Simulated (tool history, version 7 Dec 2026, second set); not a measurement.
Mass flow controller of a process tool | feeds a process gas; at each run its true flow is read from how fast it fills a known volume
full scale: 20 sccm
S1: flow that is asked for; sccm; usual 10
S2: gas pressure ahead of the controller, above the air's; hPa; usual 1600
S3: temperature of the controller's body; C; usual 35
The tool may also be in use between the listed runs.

{"run": 1, "hour": 0.0, "S1": 10, "S2": 1600, "S3": 35, "true flow (%)": 98.74}
{"run": 2, "hour": 63.0, "S1": 10, "S2": 1600, "S3": 35, "true flow (%)": 98.65}
{"run": 3, "hour": 214.8, "S1": 10, "S2": 1600, "S3": 35, "true flow (%)": 98.48}
{"run": 4, "hour": 299.0, "S1": 10, "S2": 1600, "S3": 35, "true flow (%)": 98.48}
{"run": 5, "hour": 383.4, "S1": 10, "S2": 1600, "S3": 35, "true flow (%)": 98.45}
{"run": 6, "hour": 498.2, "S1": 10, "S2": 1600, "S3": 35, "true flow (%)": 98.39}
{"run": 7, "hour": 575.4, "S1": 10, "S2": 2760, "S3": 35, "true flow (%)": 97.8}
{"run": 8, "hour": 694.9, "S1": 10, "S2": 2760, "S3": 35, "true flow (%)": 97.73}
{"run": 9, "hour": 770.3, "S1": 10, "S2": 2760, "S3": 35, "true flow (%)": 97.68}
{"run": 10, "hour": 838.7, "S1": 10, "S2": 2760, "S3": 35, "true flow (%)": 97.44}
{"run": 11, "hour": 970.7, "S1": 12, "S2": 2760, "S3": 35, "true flow (%)": 97.77}
{"run": 12, "hour": 1105.6, "S1": 14, "S2": 1830, "S3": 38, "true flow (%)": 98.26}
{"run": 13, "hour": 1169.1, "S1": 14, "S2": 1830, "S3": 38, "true flow (%)": 98.25}
{"run": 14, "hour": 1236.7, "S1": 9, "S2": 1820, "S3": 27, "true flow (%)": 96.85}
{"run": 15, "hour": 1369.3, "S1": 10, "S2": 1600, "S3": 24, "true flow (%)": 96.83}
{"run": 16, "hour": 1435.2, "S1": 10, "S2": 2450, "S3": 22, "true flow (%)": 96.47}
{"run": 17, "hour": 1543.2, "S1": 10, "S2": 2560, "S3": 35, "true flow (%)": 96.84}
{"run": 18, "hour": 1669.7, "S1": 4, "S2": 1530, "S3": 20, "true flow (%)": 95.28}
{"run": 19, "hour": 1733.4, "S1": 4, "S2": 1530, "S3": 20, "true flow (%)": 95.28}
{"run": 20, "hour": 1848.8, "S1": 12, "S2": 1820, "S3": 35, "true flow (%)": 97}
{"run": 21, "hour": 1960.8, "S1": 12, "S2": 1820, "S3": 35, "true flow (%)": 96.82}

Forecast each of these 3 alternatives for the next run:
{"hour": 2019.4, "done": "gauge calibrated"}
{"run": "A", "hour": 2034.5, "S1": 2, "S2": 1820, "S3": 35, "true flow (%)": "?"}
{"hour": 2019.4, "done": "gauge calibrated"}
{"run": "B", "hour": 2034.5, "S1": 11, "S2": 1690, "S3": 35, "true flow (%)": "?"}
{"hour": 2019.4, "done": "gauge calibrated"}
{"run": "C", "hour": 2034.5, "S1": 3, "S2": 1600, "S3": 35, "true flow (%)": "?"}

run=A true_flow_(%)=97.34
run=B true_flow_(%)=98.88
run=C true_flow_(%)=97.56
Without the tool's hidden state the same runs would have given:
run=A true_flow_(%)=97.35
run=B true_flow_(%)=98.9
run=C true_flow_(%)=97.58
